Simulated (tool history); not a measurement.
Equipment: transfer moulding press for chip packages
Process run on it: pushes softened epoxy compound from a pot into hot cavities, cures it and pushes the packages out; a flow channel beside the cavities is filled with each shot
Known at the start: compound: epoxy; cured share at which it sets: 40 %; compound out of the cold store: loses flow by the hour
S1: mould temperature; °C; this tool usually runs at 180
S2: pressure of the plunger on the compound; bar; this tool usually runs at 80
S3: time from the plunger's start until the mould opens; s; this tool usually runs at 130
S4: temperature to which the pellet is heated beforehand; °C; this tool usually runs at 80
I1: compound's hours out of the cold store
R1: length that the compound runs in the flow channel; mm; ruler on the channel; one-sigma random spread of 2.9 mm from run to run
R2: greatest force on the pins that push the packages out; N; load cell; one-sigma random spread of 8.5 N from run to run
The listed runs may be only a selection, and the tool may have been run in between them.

run 1 day=0 | S1=180 S2=80 S3=130 S4=80 | I1=42.7 | R1=584 R2=520
-- day=0.338 cavities cleaned with cleaning compound and waxed
run 2 day=1.258 | S1=172 S2=80 S3=130 S4=80 | I1=22.4 | R1=668 R2=688
-- day=2.292 plunger's sealing rings changed
run 3 day=2.542 | S1=172 S2=80 S3=130 S4=80 | I1=9.5 | R1=786 R2=824
run 4 day=3.796 | S1=180 S2=80 S3=130 S4=80 | I1=28.9 | R1=685 R2=516
run 5 day=4.967 | S1=180 S2=80 S3=130 S4=76 | I1=19.4 | R1=710 R2=561
-- day=5.879 cavities cleaned with cleaning compound and waxed
run 6 day=6.346 | S1=180 S2=80 S3=130 S4=76 | I1=48 | R1=620 R2=413
run 7 day=7.208 | S1=180 S2=80 S3=130 S4=76 | I1=37.6 | R1=650 R2=458

What does the tool deliver on the next run?
run 8 day=8.338 | S1=180 S2=80 S3=130 S4=76 | I1=40.3 | R1=? R2=?

{"run 8": {"R1": 636, "R2": 494}}
Without the tool's hidden state the same run would have given R1 650 mm, R2 352 N.

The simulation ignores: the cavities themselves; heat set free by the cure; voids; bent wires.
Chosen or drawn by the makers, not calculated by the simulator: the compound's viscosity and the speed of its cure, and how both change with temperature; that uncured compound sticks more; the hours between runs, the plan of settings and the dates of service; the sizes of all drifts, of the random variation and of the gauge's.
